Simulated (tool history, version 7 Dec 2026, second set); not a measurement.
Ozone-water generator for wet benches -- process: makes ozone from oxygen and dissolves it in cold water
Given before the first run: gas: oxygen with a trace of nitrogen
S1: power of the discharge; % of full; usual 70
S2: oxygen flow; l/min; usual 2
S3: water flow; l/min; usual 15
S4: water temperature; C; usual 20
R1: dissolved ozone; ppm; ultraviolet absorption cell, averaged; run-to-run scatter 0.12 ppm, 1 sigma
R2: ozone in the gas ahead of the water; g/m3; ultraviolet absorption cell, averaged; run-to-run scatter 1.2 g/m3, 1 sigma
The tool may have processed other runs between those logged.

Run 1, hour 0: usual settings. Result: R1 12 ppm, R2 220.3 g/m3.
Run 2, hour 60: usual settings but S2 2.6 l/min. Result: R1 12.1 ppm, R2 187.6 g/m3.
Run 3, hour 98.5: usual settings but S2 2.6 l/min. Result: R1 12.1 ppm, R2 184.3 g/m3.
Run 4, hour 141: usual settings. Result: R1 12.2 ppm, R2 220.8 g/m3.
Run 5, hour 194.1: usual settings. Result: R1 12.1 ppm, R2 219.7 g/m3.
Run 6, hour 231.2: usual settings. Result: R1 12.1 ppm, R2 220.9 g/m3.
Run 7, hour 268.1: usual settings. Result: R1 12 ppm, R2 219.9 g/m3.
Run 8, hour 310.2: usual settings. Result: R1 12 ppm, R2 219.5 g/m3.
Run 9, hour 343.4: usual settings. Result: R1 12.2 ppm, R2 222.3 g/m3.
Run 10, hour 396.5: usual settings. Result: R1 12.1 ppm, R2 218.4 g/m3.
Run 11, hour 456.5: usual settings. Result: R1 12 ppm, R2 220.3 g/m3.
Run 12, hour 516.4: usual settings. Result: R1 12.1 ppm, R2 219.5 g/m3.
Run 13, hour 548.9: usual settings. Result: R1 12 ppm, R2 221 g/m3.
Run 14, hour 603.4: usual settings. Result: R1 11.8 ppm, R2 219.4 g/m3.
Run 15, hour 662.3: usual settings but S4 26 C. Result: R1 11.2 ppm, R2 221 g/m3.
Run 16, hour 698: usual settings but S4 26 C. Result: R1 11.3 ppm, R2 218.3 g/m3.
Run 17, hour 751.5: usual settings but S1 64 % of full, S4 26 C. Result: R1 10.8 ppm, R2 211.7 g/m3.
Run 18, hour 792.2: usual settings but S3 18 l/min, S4 25 C. Result: R1 9.5 ppm, R2 218.9 g/m3.
Run 19, hour 824.6: usual settings but S1 50 % of full, S3 16 l/min, S4 25 C. Result: R1 9 ppm, R2 184.2 g/m3.
Run 20, hour 883.8: usual settings but S2 1.35 l/min, S3 24 l/min. Result: R1 7 ppm, R2 279.8 g/m3.
Run 21, hour 931.1: usual settings but S1 94 % of full, S2 1.21 l/min, S3 11 l/min, S4 18 C. Result: R1 18.3 ppm, R2 352.5 g/m3.
Run 22, hour 985.7: usual settings but S1 94 % of full, S2 1.15 l/min, S3 11 l/min, S4 18 C. Result: R1 18 ppm, R2 363.9 g/m3.
Run 23, hour 1035.5: usual settings but S4 13 C. Result: R1 12.7 ppm, R2 218.6 g/m3.
Run 24, hour 1088.8: usual settings but S1 81 % of full, S3 22 l/min, S4 18 C. Result: R1 9 ppm, R2 232.3 g/m3.
Run 25, hour 1145.2: usual settings but S2 1.73 l/min, S3 18 l/min, S4 13 C. Result: R1 10.4 ppm, R2 237.7 g/m3.
Run 26, hour 1186.7: usual settings but S2 1.73 l/min, S3 18 l/min, S4 13 C. Result: R1 10.4 ppm, R2 238.4 g/m3.
Run 27, hour 1211.1: usual settings but S1 42 % of full, S2 2.19 l/min. Result: R1 9.4 ppm, R2 159.3 g/m3.
Run 28, hour 1257.4: usual settings but S1 42 % of full, S2 2.19 l/min. Result: R1 9.2 ppm, R2 161.6 g/m3.
Run 29, hour 1291.2: usual settings but S1 42 % of full, S2 2.19 l/min. Result: R1 9.3 ppm, R2 159.8 g/m3.
Run 30, hour 1316.6: usual settings but S1 42 % of full, S2 2.19 l/min. Result: R1 9.1 ppm, R2 159.8 g/m3.

The next listed run, before its measurement:
Run 31, hour 1342.6: usual settings but S1 42 % of full, S2 2.19 l/min. Result: R1 ?, R2 ?.

Run 31 produced R1 9.4 ppm, R2 159.7 g/m3.
With the hidden condition absent and the run-to-run variation left alone, this run would have shown R1 9.7 ppm, R2 162 g/m3.

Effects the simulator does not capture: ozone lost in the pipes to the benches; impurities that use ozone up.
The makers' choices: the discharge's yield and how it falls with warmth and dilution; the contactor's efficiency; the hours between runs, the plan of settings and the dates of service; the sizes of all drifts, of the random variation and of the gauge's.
